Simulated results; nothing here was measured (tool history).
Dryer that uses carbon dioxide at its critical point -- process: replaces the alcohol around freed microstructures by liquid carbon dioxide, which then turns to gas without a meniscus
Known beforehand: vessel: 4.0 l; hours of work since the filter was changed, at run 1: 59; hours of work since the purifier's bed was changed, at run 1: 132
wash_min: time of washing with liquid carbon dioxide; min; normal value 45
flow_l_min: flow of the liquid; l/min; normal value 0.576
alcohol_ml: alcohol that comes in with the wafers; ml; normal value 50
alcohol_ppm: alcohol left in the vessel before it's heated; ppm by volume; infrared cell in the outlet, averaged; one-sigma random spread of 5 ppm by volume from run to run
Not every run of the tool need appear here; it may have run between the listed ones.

run	day	wash_min	flow_l_min	alcohol_ml	hours of work since the filter was changed	hours of work since the purifier's bed was changed	alcohol_ppm
1	0	45	0.576	50	59	132	49
2	0.288	45	0.576	50	63	136	40
3	0.7	45	0.576	50	69	142	48
4	1.183	45	0.576	50	76	149	54
5	1.6	45	0.576	72	82	155	66
6	2.058	45	0.576	72	88	162	55
7	2.571	45	0.576	72	96	169	58
8	3.054	45	0.576	23	103	176	34
9	3.338	45	0.936	50	107	180	33
10	3.717	45	0.39	50	112	186	243
11	3.962	45	0.576	22	116	189	41
12	4.358	45	0.576	22	122	195	39
13	4.762	45	0.576	22	127	201	45
14	5.238	45	0.576	22	134	208	40
15	5.592	45	0.466	22	139	213	82
16	6.067	45	0.466	29	146	220	90
17	6.338	45	0.576	50	150	224	66
# day 6.454: inlet filter changed
18	6.658	45	0.576	50	3	228	45
19	7.088	36	0.502	27	9	234	118
20	7.417	45	0.808	31	14	239	39
21	7.862	70	0.439	34	20	245	43
22	8.129	31	0.627	26	24	249	86
23	8.354	61	0.73	50	27	252	30
24	8.867	45	0.597	20	35	260	46
25	9.108	52	0.531	64	38	263	55
26	9.371	49	0.435	64	42	267	129
27	9.608	72	0.576	50	46	270	31
28	9.917	59	0.494	51	50	275	49

Estimate the outcome of run 29 from the log above:
29	10.279	59	0.433	51	55	280	?

Run 29 gave alcohol_ppm 74 ppm by volume.
If the tool had no hidden condition, the same run with the same run-to-run variation would have returned alcohol_ppm 36 ppm by volume.
